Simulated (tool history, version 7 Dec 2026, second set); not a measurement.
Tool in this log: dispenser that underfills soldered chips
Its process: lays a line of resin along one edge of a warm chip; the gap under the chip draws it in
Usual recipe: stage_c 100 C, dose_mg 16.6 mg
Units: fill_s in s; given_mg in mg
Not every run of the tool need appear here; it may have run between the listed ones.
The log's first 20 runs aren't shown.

run,day,stage_c,dose_mg,fill_s,given_mg
21,4.483,96,16.7,350.8,15.64
# day 4.583: dispensing valve cleaned and set on the balance
# day 4.658: new syringe of resin
22,4.729,100,18.6,225.2,18.56
# day 5.038: new syringe of resin
23,5.038,101,20.3,195.8,20.32
24,5.225,95,18.8,316.9,18.62
# day 5.417: new syringe of resin
25,5.462,113,20.3,139.4,20.03
26,5.671,109,15.8,211.4,15.72
# day 5.800: new syringe of resin
27,5.825,100,15.6,222.4,15.44
28,6.071,100,15.6,297.2,15.35
# day 6.188: new syringe of resin
29,6.367,100,16.6,271.0,16.31
30,6.538,87,16.1,535.3,15.93
# day 6.575: new syringe of resin
31,6.804,87,16.1,454.5,16.02
# day 6.938: new syringe of resin
32,6.962,100,16.6,224.2,16.29
33,7.229,100,16.6,306.0,16.30
# day 7.321: new syringe of resin
34,7.371,110,19.1,157.1,18.68

Branching from run 34: 5 alternative next runs. What would each branch give?
A,7.538,93,21.3,?,?
B,7.538,112,19.1,?,?
C,7.538,88,16.1,?,?
D,7.538,85,21.5,?,?
E,7.538,103,19.1,?,?

run,fill_s,given_mg
A,340.3,20.79
B,178.3,18.80
C,432.9,15.69
D,453.2,21.27
E,240.9,18.67
With the hidden condition removed and each run's random variation left untouched, the same runs would have given:
run,fill_s,given_mg
A,263.7,21.24
B,137.8,19.21
C,334.0,16.03
D,351.5,21.73
E,186.3,19.08

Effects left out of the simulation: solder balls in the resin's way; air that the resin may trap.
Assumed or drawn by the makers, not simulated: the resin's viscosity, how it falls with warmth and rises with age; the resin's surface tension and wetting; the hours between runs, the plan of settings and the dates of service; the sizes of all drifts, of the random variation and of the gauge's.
